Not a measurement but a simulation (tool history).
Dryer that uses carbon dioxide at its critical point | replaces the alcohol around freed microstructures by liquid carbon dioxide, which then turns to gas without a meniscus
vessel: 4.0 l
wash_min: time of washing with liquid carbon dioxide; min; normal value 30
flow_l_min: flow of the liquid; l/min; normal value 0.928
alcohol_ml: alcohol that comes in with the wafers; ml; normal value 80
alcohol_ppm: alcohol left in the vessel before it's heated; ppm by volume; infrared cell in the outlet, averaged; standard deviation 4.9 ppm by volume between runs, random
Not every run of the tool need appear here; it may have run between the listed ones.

{"run": 1, "hour": 0.0, "wash_min": 30, "flow_l_min": 0.928, "alcohol_ml": 80, "alcohol_ppm": 51}
{"run": 2, "hour": 11.3, "wash_min": 30, "flow_l_min": 0.928, "alcohol_ml": 80, "alcohol_ppm": 52}
{"run": 3, "hour": 34.6, "wash_min": 30, "flow_l_min": 1.23, "alcohol_ml": 80, "alcohol_ppm": 22}
{"run": 4, "hour": 55.3, "wash_min": 30, "flow_l_min": 1.23, "alcohol_ml": 80, "alcohol_ppm": 29}
{"run": 5, "hour": 74.2, "wash_min": 30, "flow_l_min": 1.23, "alcohol_ml": 80, "alcohol_ppm": 26}
{"run": 6, "hour": 89.4, "wash_min": 30, "flow_l_min": 1.23, "alcohol_ml": 80, "alcohol_ppm": 18}
{"run": 7, "hour": 99.4, "wash_min": 30, "flow_l_min": 1.23, "alcohol_ml": 62, "alcohol_ppm": 13}
{"run": 8, "hour": 119.2, "wash_min": 30, "flow_l_min": 1.23, "alcohol_ml": 62, "alcohol_ppm": 24}
{"run": 9, "hour": 136.7, "wash_min": 30, "flow_l_min": 1.23, "alcohol_ml": 62, "alcohol_ppm": 27}
{"run": 10, "hour": 155.9, "wash_min": 30, "flow_l_min": 0.928, "alcohol_ml": 80, "alcohol_ppm": 44}
{"run": 11, "hour": 166.8, "wash_min": 30, "flow_l_min": 0.928, "alcohol_ml": 80, "alcohol_ppm": 50}
{"run": 12, "hour": 185.0, "wash_min": 30, "flow_l_min": 0.928, "alcohol_ml": 101, "alcohol_ppm": 60}
{"run": 13, "hour": 209.0, "wash_min": 30, "flow_l_min": 0.928, "alcohol_ml": 101, "alcohol_ppm": 64}
{"run": 14, "hour": 230.1, "wash_min": 30, "flow_l_min": 0.928, "alcohol_ml": 101, "alcohol_ppm": 66}
{"run": 15, "hour": 249.2, "wash_min": 38, "flow_l_min": 0.928, "alcohol_ml": 101, "alcohol_ppm": 33}
{"run": 16, "hour": 270.0, "wash_min": 27, "flow_l_min": 0.928, "alcohol_ml": 61, "alcohol_ppm": 73}
{"run": 17, "hour": 281.1, "wash_min": 27, "flow_l_min": 0.928, "alcohol_ml": 61, "alcohol_ppm": 80}
{"run": 18, "hour": 296.1, "wash_min": 27, "flow_l_min": 0.928, "alcohol_ml": 61, "alcohol_ppm": 79}
{"run": 19, "hour": 307.8, "wash_min": 26, "flow_l_min": 0.595, "alcohol_ml": 46, "alcohol_ppm": 413}
{"run": 20, "hour": 330.2, "wash_min": 26, "flow_l_min": 0.595, "alcohol_ml": 46, "alcohol_ppm": 440}
{"run": 21, "hour": 340.5, "wash_min": 26, "flow_l_min": 0.595, "alcohol_ml": 46, "alcohol_ppm": 437}
{"run": 22, "hour": 352.2, "wash_min": 19, "flow_l_min": 0.758, "alcohol_ml": 117, "alcohol_ppm": 1267}
{"run": 23, "hour": 363.9, "wash_min": 23, "flow_l_min": 0.558, "alcohol_ml": 22, "alcohol_ppm": 363}

What if the next run were any one of these 4? Each begins from the tool's condition after run 23:
{"run": "A", "hour": 385.9, "wash_min": 30, "flow_l_min": 0.652, "alcohol_ml": 80, "alcohol_ppm": "?"}
{"run": "B", "hour": 385.9, "wash_min": 32, "flow_l_min": 0.928, "alcohol_ml": 80, "alcohol_ppm": "?"}
{"run": "C", "hour": 385.9, "wash_min": 20, "flow_l_min": 0.928, "alcohol_ml": 80, "alcohol_ppm": "?"}
{"run": "D", "hour": 385.9, "wash_min": 30, "flow_l_min": 0.919, "alcohol_ml": 26, "alcohol_ppm": "?"}

run=A alcohol_ppm=311
run=B alcohol_ppm=47
run=C alcohol_ppm=340
run=D alcohol_ppm=39
Had the tool no hidden state, the same runs would have come out as:
run=A alcohol_ppm=233
run=B alcohol_ppm=25
run=C alcohol_ppm=256
run=D alcohol_ppm=20
